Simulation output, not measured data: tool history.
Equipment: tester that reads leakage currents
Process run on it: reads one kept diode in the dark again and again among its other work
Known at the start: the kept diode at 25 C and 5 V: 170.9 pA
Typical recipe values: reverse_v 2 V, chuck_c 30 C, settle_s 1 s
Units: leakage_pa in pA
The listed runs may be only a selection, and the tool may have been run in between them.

run	hour	reverse_v	chuck_c	settle_s	leakage_pa
1	0	2	30	1	139.74
2	30.7	6.32	30	1	262.15
3	59.1	6.32	30	1	260.93
4	80.6	16.73	30	1	447.59
5	130.2	16.73	30	1	448.48
6	156.7	16.73	30	1	444.24
7	207.3	16.73	30	3.04	443.05
8	250.3	16.73	30	3.04	440.81
# hour 269: chuck's temperature calibrated
9	299.4	2	30	2.34	163.51
10	322.4	2	30	2.34	163.11
11	354.9	2	30	1	163.49
12	388.9	2	30	1	163.73
13	427.5	2	30	1	161.5
14	468.6	2	30	1	162.05
15	517.8	2	30	1	161.11
16	559.2	2	30	1	161.73
17	579.6	2	30	1	160.05
18	610.6	1.18	30	1	120.72
19	659	17.08	50	6.21	2485.78
20	692.6	6.76	28	4.02	263.2
21	738.5	6.76	28	4.02	262.49
22	764.7	6.76	28	4.02	262.19
# hour 770.4: probe card cleaned and baked
23	794.3	6.76	28	4.02	263.62
24	827.8	6.76	28	4.02	262.6
25	867.6	2.05	28	1.04	136
26	896.8	2	30	0.33	159.06
27	927.9	2	30	0.33	160.31
# hour 961.7: probe card cleaned and baked, once more
28	969.7	12.24	49	4.5	1873.7
29	1008.3	16.81	24	7.16	289.16
30	1040.4	18.17	45	2.53	1703.14
31	1087.3	2.64	24	7.1	106.05
32	1115.8	3.53	32	0.78	246.8

The next listed run, before its measurement:
33	1137.4	1.49	30	5.75	?

{"run 33": {"leakage_pa": 131.55}}
Without the tool's hidden state the same run would have given leakage_pa 138.29 pA.
